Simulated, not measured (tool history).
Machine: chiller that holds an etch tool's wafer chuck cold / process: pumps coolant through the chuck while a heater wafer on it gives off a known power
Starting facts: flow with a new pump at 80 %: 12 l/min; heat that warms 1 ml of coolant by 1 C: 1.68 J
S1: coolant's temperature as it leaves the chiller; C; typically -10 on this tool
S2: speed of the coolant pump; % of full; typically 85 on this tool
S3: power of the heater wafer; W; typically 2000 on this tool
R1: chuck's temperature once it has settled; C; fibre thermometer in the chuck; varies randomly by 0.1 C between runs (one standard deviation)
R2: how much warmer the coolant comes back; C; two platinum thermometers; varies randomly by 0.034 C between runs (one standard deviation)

run 1 hour=0 | S1=-10 S2=85 S3=2000 | R1=11.2 R2=5.6
run 2 hour=53 | S1=-10 S2=85 S3=2000 | R1=11.1 R2=5.57
run 3 hour=98.8 | S1=-10 S2=85 S3=2000 | R1=11.3 R2=5.61
run 4 hour=167.1 | S1=-10 S2=85 S3=2000 | R1=11.2 R2=5.65
run 5 hour=200.5 | S1=-10 S2=85 S3=2000 | R1=11.1 R2=5.6
run 6 hour=273.3 | S1=-10 S2=85 S3=1101 | R1=1.8 R2=3.01
run 7 hour=324.3 | S1=-10 S2=85 S3=1101 | R1=1.6 R2=3.05
run 8 hour=361.9 | S1=-10 S2=69 S3=1101 | R1=3.9 R2=3.82
run 9 hour=439.6 | S1=-10 S2=69 S3=1101 | R1=4.1 R2=3.76
run 10 hour=486.2 | S1=-10 S2=69 S3=1101 | R1=4 R2=3.74
run 11 hour=540 | S1=-10 S2=77 S3=2000 | R1=13 R2=6.19
run 12 hour=601.1 | S1=-17 S2=75 S3=2858 | R1=16.6 R2=9.07
run 13 hour=639.5 | S1=-10 S2=93 S3=2000 | R1=9.8 R2=5.04
run 14 hour=679.9 | S1=-10 S2=93 S3=1837 | R1=8 R2=4.59
run 15 hour=741.7 | S1=-10 S2=93 S3=1837 | R1=8.2 R2=4.57
run 16 hour=793 | S1=-10 S2=82 S3=1257 | R1=3.7 R2=3.53
run 17 hour=862.2 | S1=-10 S2=82 S3=1257 | R1=3.8 R2=3.48
run 18 hour=930.3 | S1=-14 S2=70 S3=2000 | R1=10.9 R2=6.74
run 19 hour=982.5 | S1=-4 S2=88 S3=1424 | R1=10.7 R2=3.66

Forecast run 20:
run 20 hour=1028.3 | S1=-14 S2=80 S3=2038 | R1=? R2=?

{"run 20": {"R1": 8.6, "R2": 5.9}}
With the hidden condition absent and the run-to-run variation left alone, this run would have shown R1 8.6 C, R2 6.06 C.

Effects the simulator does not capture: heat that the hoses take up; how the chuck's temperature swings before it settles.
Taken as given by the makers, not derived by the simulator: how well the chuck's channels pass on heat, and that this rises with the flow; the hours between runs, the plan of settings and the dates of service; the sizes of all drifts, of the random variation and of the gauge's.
